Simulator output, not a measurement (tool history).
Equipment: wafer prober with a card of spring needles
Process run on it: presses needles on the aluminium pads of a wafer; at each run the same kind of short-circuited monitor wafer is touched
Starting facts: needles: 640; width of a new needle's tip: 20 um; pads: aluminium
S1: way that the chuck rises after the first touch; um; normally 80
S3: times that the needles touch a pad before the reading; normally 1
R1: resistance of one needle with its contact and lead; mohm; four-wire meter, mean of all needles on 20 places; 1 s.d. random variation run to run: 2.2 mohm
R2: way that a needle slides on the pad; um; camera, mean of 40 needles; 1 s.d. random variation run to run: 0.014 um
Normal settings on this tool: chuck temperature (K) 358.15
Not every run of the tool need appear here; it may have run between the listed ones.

run 1 hour=0 | S1=80 chuck_temperature_(K)=358.15 S3=1 | R1=352 R2=9.85
-- hour=13.5 tips cleaned on abrasive film
run 2 hour=15.2 | S1=80 chuck_temperature_(K)=358.15 S3=1 | R1=309 R2=9.83
-- hour=31.4 tips cleaned on abrasive film
run 3 hour=34.1 | S1=80 chuck_temperature_(K)=358.15 S3=2 | R1=293 R2=9.82
-- hour=48.1 tips cleaned on abrasive film
run 4 hour=55.6 | S1=80 chuck_temperature_(K)=352.15 S3=1 | R1=398 R2=9.79
-- hour=65.9 tips cleaned on abrasive film
-- hour=69.7 height of the first contact set anew
run 5 hour=77.2 | S1=80 chuck_temperature_(K)=352.15 S3=1 | R1=415 R2=9.89
-- hour=83.8 tips cleaned on abrasive film
run 6 hour=88.8 | S1=80 chuck_temperature_(K)=358.15 S3=1 | R1=360 R2=9.88
-- hour=101.9 tips cleaned on abrasive film
run 7 hour=105 | S1=80 chuck_temperature_(K)=358.15 S3=1 | R1=325 R2=9.86
-- hour=119.3 tips cleaned on abrasive film
run 8 hour=126.1 | S1=86 chuck_temperature_(K)=358.15 S3=1 | R1=369 R2=10.6
-- hour=136.4 tips cleaned on abrasive film
run 9 hour=141.5 | S1=86 chuck_temperature_(K)=358.15 S3=1 | R1=346 R2=10.56
run 10 hour=152.3 | S1=86 chuck_temperature_(K)=358.15 S3=1 | R1=396 R2=10.58
-- hour=154 tips cleaned on abrasive film
run 11 hour=167.9 | S1=86 chuck_temperature_(K)=358.15 S3=1 | R1=398 R2=10.57
-- hour=172.4 tips cleaned on abrasive film
run 12 hour=179.5 | S1=86 chuck_temperature_(K)=358.15 S3=1 | R1=369 R2=10.58
-- hour=189.2 tips cleaned on abrasive film
run 13 hour=191.5 | S1=86 chuck_temperature_(K)=358.15 S3=1 | R1=316 R2=10.56
run 14 hour=205.2 | S1=86 chuck_temperature_(K)=358.15 S3=1 | R1=410 R2=10.54
-- hour=206.6 tips cleaned on abrasive film
-- hour=218.5 height of the first contact set anew
run 15 hour=219.6 | S1=78 chuck_temperature_(K)=358.15 S3=1 | R1=426 R2=9.64
-- hour=225.1 tips cleaned on abrasive film
run 16 hour=238.3 | S1=78 chuck_temperature_(K)=358.15 S3=1 | R1=429 R2=9.61
-- hour=242 tips cleaned on abrasive film
run 17 hour=251.6 | S1=80 chuck_temperature_(K)=358.15 S3=2 | R1=342 R2=9.88
-- hour=259.1 tips cleaned on abrasive film
run 18 hour=266 | S1=66 chuck_temperature_(K)=364.15 S3=3 | R1=322 R2=8.12
-- hour=276.2 tips cleaned on abrasive film
run 19 hour=279.8 | S1=66 chuck_temperature_(K)=364.15 S3=3 | R1=314 R2=8.13
run 20 hour=292.6 | S1=80 chuck_temperature_(K)=378.15 S3=1 | R1=439 R2=9.84
-- hour=294.3 tips cleaned on abrasive film
-- hour=311.9 tips cleaned on abrasive film
run 21 hour=313.3 | S1=80 chuck_temperature_(K)=378.15 S3=1 | R1=308 R2=9.82
-- hour=329.4 tips cleaned on abrasive film
run 22 hour=331.2 | S1=80 chuck_temperature_(K)=378.15 S3=1 | R1=322 R2=9.82
-- hour=346.6 tips cleaned on abrasive film
run 23 hour=351.9 | S1=96 chuck_temperature_(K)=358.15 S3=1 | R1=339 R2=11.75
-- hour=363.8 tips cleaned on abrasive film
-- hour=366 height of the first contact set anew
run 24 hour=370.7 | S1=87 chuck_temperature_(K)=358.15 S3=1 | R1=363 R2=10.77
run 25 hour=380.1 | S1=78 chuck_temperature_(K)=309.15 S3=2 | R1=362 R2=9.63
-- hour=382 tips cleaned on abrasive film
run 26 hour=393.6 | S1=78 chuck_temperature_(K)=309.15 S3=2 | R1=357 R2=9.64
-- hour=398.9 tips cleaned on abrasive film
run 27 hour=415.2 | S1=80 chuck_temperature_(K)=358.15 S3=2 | R1=360 R2=9.86
-- hour=417.2 tips cleaned on abrasive film
run 28 hour=432.5 | S1=99 chuck_temperature_(K)=301.15 S3=1 | R1=365 R2=12.2
-- hour=435.6 tips cleaned on abrasive film
run 29 hour=444.9 | S1=90 chuck_temperature_(K)=312.15 S3=1 | R1=376 R2=11.06
-- hour=453 tips cleaned on abrasive film
run 30 hour=467.3 | S1=74 chuck_temperature_(K)=367.15 S3=1 | R1=461 R2=9.1
-- hour=471.5 tips cleaned on abrasive film
run 31 hour=479.9 | S1=74 chuck_temperature_(K)=367.15 S3=1 | R1=437 R2=9.07
-- hour=489.2 tips cleaned on abrasive film
run 32 hour=496.1 | S1=80 chuck_temperature_(K)=312.15 S3=2 | R1=328 R2=9.81
-- hour=507.6 tips cleaned on abrasive film
-- hour=513.5 height of the first contact set anew
run 33 hour=513.5 | S1=65 chuck_temperature_(K)=319.15 S3=2 | R1=365 R2=8.05

Branching from run 33: 3 alternative next runs. What would each branch give?
-- hour=525 tips cleaned on abrasive film
run A hour=530.7 | S1=95 chuck_temperature_(K)=365.15 S3=1 | R1=? R2=?
-- hour=525 tips cleaned on abrasive film
run B hour=530.7 | S1=65 chuck_temperature_(K)=319.15 S3=2 | R1=? R2=?
-- hour=525 tips cleaned on abrasive film
run C hour=530.7 | S1=65 chuck_temperature_(K)=352.15 S3=2 | R1=? R2=?

run=A R1=332 R2=11.73
run=B R1=358 R2=8.04
run=C R1=361 R2=8.03
The same runs, with their run-to-run variation unchanged, on a tool lacking any hidden condition would have given:
run=A R1=247 R2=11.74
run=B R1=245 R2=8.05
run=C R1=253 R2=8.04
